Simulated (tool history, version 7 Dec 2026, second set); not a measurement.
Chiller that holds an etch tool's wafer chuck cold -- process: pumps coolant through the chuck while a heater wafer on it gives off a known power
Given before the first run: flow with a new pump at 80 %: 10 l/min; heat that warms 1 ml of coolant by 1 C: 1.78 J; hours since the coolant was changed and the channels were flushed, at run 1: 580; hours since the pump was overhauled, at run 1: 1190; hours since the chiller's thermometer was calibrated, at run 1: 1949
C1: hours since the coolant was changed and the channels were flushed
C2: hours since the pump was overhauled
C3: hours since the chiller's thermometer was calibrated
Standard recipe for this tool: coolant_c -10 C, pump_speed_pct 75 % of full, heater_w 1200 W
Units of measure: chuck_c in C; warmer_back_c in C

run 1 hour=0 | coolant_c=-10 pump_speed_pct=75 heater_w=1200 | C1=580 C2=1190 C3=1949 | chuck_c=3.8 warmer_back_c=4.56
run 2 hour=16 | coolant_c=-10 pump_speed_pct=75 heater_w=1200 | C1=596 C2=1206 C3=1965 | chuck_c=3.5 warmer_back_c=4.57
run 3 hour=40.2 | coolant_c=-10 pump_speed_pct=75 heater_w=1200 | C1=621 C2=1230 C3=1989 | chuck_c=3.7 warmer_back_c=4.57
run 4 hour=58.5 | coolant_c=-10 pump_speed_pct=75 heater_w=1200 | C1=639 C2=1249 C3=2007 | chuck_c=3.8 warmer_back_c=4.58
run 5 hour=87.2 | coolant_c=-10 pump_speed_pct=75 heater_w=1200 | C1=668 C2=1277 C3=2036 | chuck_c=3.8 warmer_back_c=4.58
run 6 hour=117.8 | coolant_c=-10 pump_speed_pct=75 heater_w=1200 | C1=698 C2=1308 C3=2067 | chuck_c=3.7 warmer_back_c=4.6
run 7 hour=148.8 | coolant_c=-10 pump_speed_pct=64 heater_w=1200 | C1=729 C2=1339 C3=2098 | chuck_c=5.9 warmer_back_c=5.36
-- hour=156.9 coolant pump overhauled
run 8 hour=179.4 | coolant_c=-4 pump_speed_pct=75 heater_w=1200 | C1=755 C2=23 C3=2123 | chuck_c=10.4 warmer_back_c=4.76
run 9 hour=215.2 | coolant_c=-10 pump_speed_pct=75 heater_w=1200 | C1=791 C2=58 C3=2159 | chuck_c=4.2 warmer_back_c=4.77
run 10 hour=246.6 | coolant_c=-10 pump_speed_pct=75 heater_w=1200 | C1=822 C2=90 C3=2190 | chuck_c=4.4 warmer_back_c=4.76
run 11 hour=269 | coolant_c=-12 pump_speed_pct=84 heater_w=1200 | C1=844 C2=112 C3=2213 | chuck_c=1 warmer_back_c=4.25
-- hour=295.1 coolant pump overhauled, once more
run 12 hour=306.4 | coolant_c=-10 pump_speed_pct=70 heater_w=1046 | C1=877 C2=11 C3=2245 | chuck_c=2.3 warmer_back_c=3.97
run 13 hour=335.7 | coolant_c=-12 pump_speed_pct=62 heater_w=1684 | C1=906 C2=41 C3=2274 | chuck_c=9.8 warmer_back_c=7.31
run 14 hour=367.5 | coolant_c=-12 pump_speed_pct=62 heater_w=1684 | C1=938 C2=72 C3=2306 | chuck_c=9.9 warmer_back_c=7.24
run 15 hour=401.4 | coolant_c=-7 pump_speed_pct=97 heater_w=892 | C1=972 C2=106 C3=2340 | chuck_c=0.8 warmer_back_c=2.5
run 16 hour=430.3 | coolant_c=-10 pump_speed_pct=71 heater_w=1791 | C1=1001 C2=135 C3=2369 | chuck_c=10.8 warmer_back_c=6.8
run 17 hour=451.6 | coolant_c=-10 pump_speed_pct=71 heater_w=1791 | C1=1022 C2=156 C3=2390 | chuck_c=10.9 warmer_back_c=6.79

Run 18 comes next. What will it give?
run 18 hour=485.6 | coolant_c=-7 pump_speed_pct=65 heater_w=1689 | C1=1056 C2=191 C3=2424 | chuck_c=? warmer_back_c=?

{"run 18": {"chuck_c": 14.3, "warmer_back_c": 7.06}}
The same run, on a tool lacking any hidden state, would have yielded chuck_c 13.4 C, warmer_back_c 7.06 C.
